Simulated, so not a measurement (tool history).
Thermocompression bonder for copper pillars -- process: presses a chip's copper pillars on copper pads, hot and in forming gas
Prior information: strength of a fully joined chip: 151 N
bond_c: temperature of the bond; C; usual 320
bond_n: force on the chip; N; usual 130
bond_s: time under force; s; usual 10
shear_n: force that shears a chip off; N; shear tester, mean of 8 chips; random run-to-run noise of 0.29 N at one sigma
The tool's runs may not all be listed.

run	hour	bond_c	bond_n	bond_s	shear_n
1	0	320	130	10	75.3
2	12.3	320	130	5	59.3
3	25	320	130	5	58.7
4	37	320	130	5	59.4
5	49.4	320	130	20	95.6
6	56	320	130	28	104
7	66.8	320	130	28	104.4
8	75.6	320	130	28	104.9
9	86.2	320	130	7	67.3
10	93.2	320	130	10	76
11	104.2	300	79	10	39.8
12	112.2	300	161	5	55.8
13	120	306	96	10	51.6
14	129.5	292	79	16	43.2
15	135.6	304	168	7	69.1
16	141.7	304	168	7	69
17	152	314	101	20	76.3
18	162.6	318	130	10	75.8
19	169.2	320	106	10	66.2
20	175.9	320	106	10	65.3

Here are 4 independent what-if runs from the current tool condition. What would each one return?
A	181.7	320	82	8	?
B	181.7	320	106	14	?
C	181.7	347	175	10	?
D	181.7	350	99	24	?

run	shear_n
A	49.3
B	74.5
C	115.3
D	108.7
Had the tool no hidden state, the same runs would have come out as:
run	shear_n
A	48.5
B	73.4
C	113.6
D	107.1

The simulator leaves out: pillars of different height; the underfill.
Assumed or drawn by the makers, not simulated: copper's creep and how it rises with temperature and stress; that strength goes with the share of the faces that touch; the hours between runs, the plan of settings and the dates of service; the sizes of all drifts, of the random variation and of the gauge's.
